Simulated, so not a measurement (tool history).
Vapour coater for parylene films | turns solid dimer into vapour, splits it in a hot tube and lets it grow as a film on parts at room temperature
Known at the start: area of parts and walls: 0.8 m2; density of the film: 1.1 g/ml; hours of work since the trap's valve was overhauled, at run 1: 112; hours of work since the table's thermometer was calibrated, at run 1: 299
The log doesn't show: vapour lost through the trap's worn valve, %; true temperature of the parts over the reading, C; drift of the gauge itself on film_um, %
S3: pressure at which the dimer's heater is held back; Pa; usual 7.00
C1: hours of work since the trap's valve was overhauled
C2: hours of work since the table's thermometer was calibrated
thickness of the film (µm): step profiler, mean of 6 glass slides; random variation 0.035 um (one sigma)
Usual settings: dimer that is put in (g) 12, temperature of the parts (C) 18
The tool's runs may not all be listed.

run 1 hour=0.0 | dimer_that_is_put_in_(g)=12 temperature_of_the_parts_(C)=18 S3=7.00 | C1=112 C2=299 | thickness_of_the_film_(µm)=7.02
run 2 hour=26.0 | dimer_that_is_put_in_(g)=12 temperature_of_the_parts_(C)=18 S3=7.00 | C1=128 C2=315 | thickness_of_the_film_(µm)=6.95
run 3 hour=64.4 | dimer_that_is_put_in_(g)=12 temperature_of_the_parts_(C)=18 S3=7.00 | C1=152 C2=339 | thickness_of_the_film_(µm)=6.97
run 4 hour=104.9 | dimer_that_is_put_in_(g)=12 temperature_of_the_parts_(C)=18 S3=7.00 | C1=178 C2=364 | thickness_of_the_film_(µm)=6.86
run 5 hour=155.2 | dimer_that_is_put_in_(g)=12 temperature_of_the_parts_(C)=18 S3=2.36 | C1=209 C2=396 | thickness_of_the_film_(µm)=8.31
run 6 hour=201.3 | dimer_that_is_put_in_(g)=12 temperature_of_the_parts_(C)=18 S3=2.36 | C1=238 C2=424 | thickness_of_the_film_(µm)=8.22
run 7 hour=239.2 | dimer_that_is_put_in_(g)=12 temperature_of_the_parts_(C)=18 S3=2.36 | C1=261 C2=448 | thickness_of_the_film_(µm)=8.23
run 8 hour=262.7 | dimer_that_is_put_in_(g)=12 temperature_of_the_parts_(C)=18 S3=7.00 | C1=276 C2=463 | thickness_of_the_film_(µm)=6.78
run 9 hour=294.6 | dimer_that_is_put_in_(g)=12 temperature_of_the_parts_(C)=18 S3=7.00 | C1=296 C2=483 | thickness_of_the_film_(µm)=6.79
run 10 hour=344.4 | dimer_that_is_put_in_(g)=12 temperature_of_the_parts_(C)=18 S3=11.89 | C1=327 C2=514 | thickness_of_the_film_(µm)=6.13
run 11 hour=383.3 | dimer_that_is_put_in_(g)=6 temperature_of_the_parts_(C)=18 S3=11.89 | C1=351 C2=538 | thickness_of_the_film_(µm)=3.05
run 12 hour=423.7 | dimer_that_is_put_in_(g)=14 temperature_of_the_parts_(C)=18 S3=7.00 | C1=376 C2=563 | thickness_of_the_film_(µm)=7.76
run 13 hour=474.5 | dimer_that_is_put_in_(g)=9 temperature_of_the_parts_(C)=17 S3=7.00 | C1=408 C2=595 | thickness_of_the_film_(µm)=5.17
run 14 hour=514.8 | dimer_that_is_put_in_(g)=9 temperature_of_the_parts_(C)=28 S3=4.35 | C1=433 C2=620 | thickness_of_the_film_(µm)=3.91
-- hour=528.3 trap's valve overhauled
run 15 hour=546.7 | dimer_that_is_put_in_(g)=7 temperature_of_the_parts_(C)=14 S3=11.47 | C1=12 C2=637 | thickness_of_the_film_(µm)=4.35
run 16 hour=575.9 | dimer_that_is_put_in_(g)=7 temperature_of_the_parts_(C)=14 S3=11.47 | C1=30 C2=655 | thickness_of_the_film_(µm)=4.32
run 17 hour=604.0 | dimer_that_is_put_in_(g)=7 temperature_of_the_parts_(C)=14 S3=11.47 | C1=47 C2=673 | thickness_of_the_film_(µm)=4.32
run 18 hour=628.9 | dimer_that_is_put_in_(g)=17 temperature_of_the_parts_(C)=25 S3=2.07 | C1=63 C2=688 | thickness_of_the_film_(µm)=10.00
run 19 hour=652.5 | dimer_that_is_put_in_(g)=10 temperature_of_the_parts_(C)=12 S3=2.98 | C1=77 C2=703 | thickness_of_the_film_(µm)=8.30

Forecast each of these 3 alternatives for the next run:
run A hour=703.4 | dimer_that_is_put_in_(g)=8 temperature_of_the_parts_(C)=12 S3=2.98 | C1=109 C2=735 | thickness_of_the_film_(µm)=?
run B hour=703.4 | dimer_that_is_put_in_(g)=10 temperature_of_the_parts_(C)=11 S3=2.98 | C1=109 C2=735 | thickness_of_the_film_(µm)=?
run C hour=703.4 | dimer_that_is_put_in_(g)=10 temperature_of_the_parts_(C)=29 S3=3.36 | C1=109 C2=735 | thickness_of_the_film_(µm)=?

run=A thickness_of_the_film_(µm)=6.63
run=B thickness_of_the_film_(µm)=8.54
run=C thickness_of_the_film_(µm)=4.65
Without the tool's hidden state the same runs would have given:
run=A thickness_of_the_film_(µm)=6.68
run=B thickness_of_the_film_(µm)=8.61
run=C thickness_of_the_film_(µm)=4.69

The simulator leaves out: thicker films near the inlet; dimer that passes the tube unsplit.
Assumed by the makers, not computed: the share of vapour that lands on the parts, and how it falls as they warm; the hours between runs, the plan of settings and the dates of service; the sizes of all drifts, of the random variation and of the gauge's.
